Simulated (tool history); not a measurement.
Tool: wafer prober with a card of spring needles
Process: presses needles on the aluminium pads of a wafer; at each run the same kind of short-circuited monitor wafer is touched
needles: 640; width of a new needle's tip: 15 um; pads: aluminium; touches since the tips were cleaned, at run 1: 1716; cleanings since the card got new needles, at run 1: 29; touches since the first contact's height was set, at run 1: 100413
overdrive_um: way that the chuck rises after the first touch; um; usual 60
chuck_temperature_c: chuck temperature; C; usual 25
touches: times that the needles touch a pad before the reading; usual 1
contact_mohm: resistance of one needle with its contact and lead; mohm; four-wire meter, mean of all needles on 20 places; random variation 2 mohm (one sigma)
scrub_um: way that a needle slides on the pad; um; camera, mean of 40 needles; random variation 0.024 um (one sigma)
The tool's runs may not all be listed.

run    hour  overdrive_um  chuck_temperature_c  touches  touches since the tips were cleaned  cleanings since the card got new needles  touches since the first contact's height was set  contact_mohm  scrub_um
  1     0.0            60                   25        1                                 1716                                        29                                            100413           222      8.23
       21.9  -- tips cleaned on abrasive film
  2    40.9            60                   25        2                                 6606                                        30                                            114639           229      8.22
       48.5  -- tips cleaned on abrasive film
       76.0  -- tips cleaned on abrasive film
  3    85.7            60                   25        2                                 3401                                        32                                            130218           226      8.19
      103.6  -- tips cleaned on abrasive film
      130.3  -- tips cleaned on abrasive film
  4   135.3            60                   25        2                                 1726                                        34                                            147440           224      8.20
      157.2  -- tips cleaned on abrasive film
      183.3  -- tips cleaned on abrasive film
  5   183.3            65                   25        1                                    0                                        36                                            164120           219      8.90
      211.2  -- tips cleaned on abrasive film
  6   231.3            60                   25        1                                 7036                                        37                                            180850           227      8.13
      237.7  -- tips cleaned on abrasive film
  7   258.4            60                   52        1                                 7217                                        38                                            190243           237      8.17
      266.4  -- tips cleaned on abrasive film
  8   291.1            60                   52        1                                 8600                                        39                                            201622           233      8.11
      295.4  -- tips cleaned on abrasive film
      301.6  -- height of the first contact set anew
      321.9  -- tips cleaned on abrasive film
  9   341.7            60                   52        1                                 6916                                        41                                             13963           232      8.33
      349.0  -- tips cleaned on abrasive film
      375.8  -- tips cleaned on abrasive film
 10   393.4            45                   25        1                                 6144                                        43                                             31920           235      6.21
      405.0  -- tips cleaned on abrasive film
 11   419.1            60                   25        1                                 4908                                        44                                             40856           230      8.28
      434.3  -- tips cleaned on abrasive film
      462.1  -- tips cleaned on abrasive film
 12   470.8            60                   25        1                                 3020                                        46                                             58807           229      8.23
      490.2  -- tips cleaned on abrasive film
 13   511.9            60                   25        1                                 7578                                        47                                             73129           228      8.27
      517.9  -- tips cleaned on abrasive film
      546.0  -- tips cleaned on abrasive film
 14   554.9            60                   25        1                                 3105                                        49                                             88045           222      8.21
      572.4  -- tips cleaned on abrasive film
 15   590.2            60                   25        1                                 6217                                        50                                            100349           228      8.24
      600.1  -- tips cleaned on abrasive film
      626.2  -- tips cleaned on abrasive film
 16   639.4            60                   25        1                                 4617                                        52                                            117457           228      8.20
      652.3  -- tips cleaned on abrasive film
      682.4  -- tips cleaned on abrasive film
 17   682.5            55                   35        1                                   39                                        54                                            132418           228      7.51
      709.7  -- tips cleaned on abrasive film
 18   723.9            48                   35        1                                 4933                                        55                                            146808           233      6.49
      736.0  -- tips cleaned on abrasive film
      763.8  -- tips cleaned on abrasive film
 19   776.7            48                   35        1                                 4491                                        57                                            165159           233      6.49
      791.6  -- tips cleaned on abrasive film
 20   810.2            74                   69        1                                 6472                                        58                                            176818           234     10.11
      817.6  -- tips cleaned on abrasive film
      845.9  -- tips cleaned on abrasive film
 21   850.5            41                   32        2                                 1612                                        60                                            190825           231      5.46
      872.7  -- tips cleaned on abrasive film
 22   880.6            41                   32        2                                 2776                                        61                                            201298           236      5.44
      893.2  -- height of the first contact set anew
      899.9  -- tips cleaned on abrasive film
 23   911.5            49                   55        1                                 4056                                        62                                              6348           237      6.77
      928.2  -- tips cleaned on abrasive film
      958.4  -- tips cleaned on abrasive film
 24   962.0            62                   28        1                                 1227                                        64                                             23871           226      8.57
      986.2  -- tips cleaned on abrasive film
 25   994.5            62                   28        1                                 2892                                        65                                             35181           227      8.55
     1012.5  -- tips cleaned on abrasive film
     1038.6  -- tips cleaned on abrasive film
 26  1038.6            44                   40        1                                    0                                        67                                             50502           228      6.06
     1065.3  -- tips cleaned on abrasive film
 27  1078.4            63                   25        1                                 4590                                        68                                             64378           226      8.70
     1092.8  -- tips cleaned on abrasive film
     1118.8  -- tips cleaned on abrasive film
 28  1124.6            59                   25        2                                 2043                                        70                                             80414           224      8.03
     1148.7  -- tips cleaned on abrasive film
 29  1171.5            60                   44        1                                 7959                                        71                                             96746           236      8.22
     1174.6  -- tips cleaned on abrasive film
     1200.7  -- tips cleaned on abrasive film
 30  1203.6            61                   59        1                                 1029                                        73                                            107879           231      8.34
     1228.0  -- tips cleaned on abrasive film
 31  1247.3            65                   25        3                                 6726                                        74                                            123092           223      8.87
     1255.7  -- tips cleaned on abrasive film
     1282.4  -- tips cleaned on abrasive film
 32  1290.9            57                   59        1                                 2949                                        76                                            138220           231      7.75

Measured less the same run without the tool's hidden state. The same run-to-run variation is in both; the gauge's scatter may not be:
The hidden state here: debris on the tips, nm; way that the needles fall short of the set height, um; tips' diameter, um; drift of the gauge itself on contact_mohm, %; drift of the gauge itself on scrub_um, %.
run  contact_mohm  scrub_um
  1            +3     -0.09
  2            +5     -0.10
  3            +4     -0.13
  4            +3     -0.15
  5            +1     -0.17
  6            +8     -0.18
  7            +8     -0.19
  8            +8     -0.20
  9            +7     +0.00
 10           +11     -0.03
 11            +7     -0.04
 12            +6     -0.06
 13            +8     -0.07
 14            +6     -0.10
 15            +8     -0.11
 16            +7     -0.13
 17            +2     -0.16
 18           +10     -0.17
 19           +10     -0.19
 20            +5     -0.20
 21            +6     -0.22
 22            +7     -0.22
 23            +9     -0.01
 24            +3     -0.03
 25            +5     -0.04
 26            +2     -0.07
 27            +7     -0.07
 28            +3     -0.11
 29            +9     -0.11
 30            +4     -0.13
 31            +4     -0.14
 32            +7     -0.17
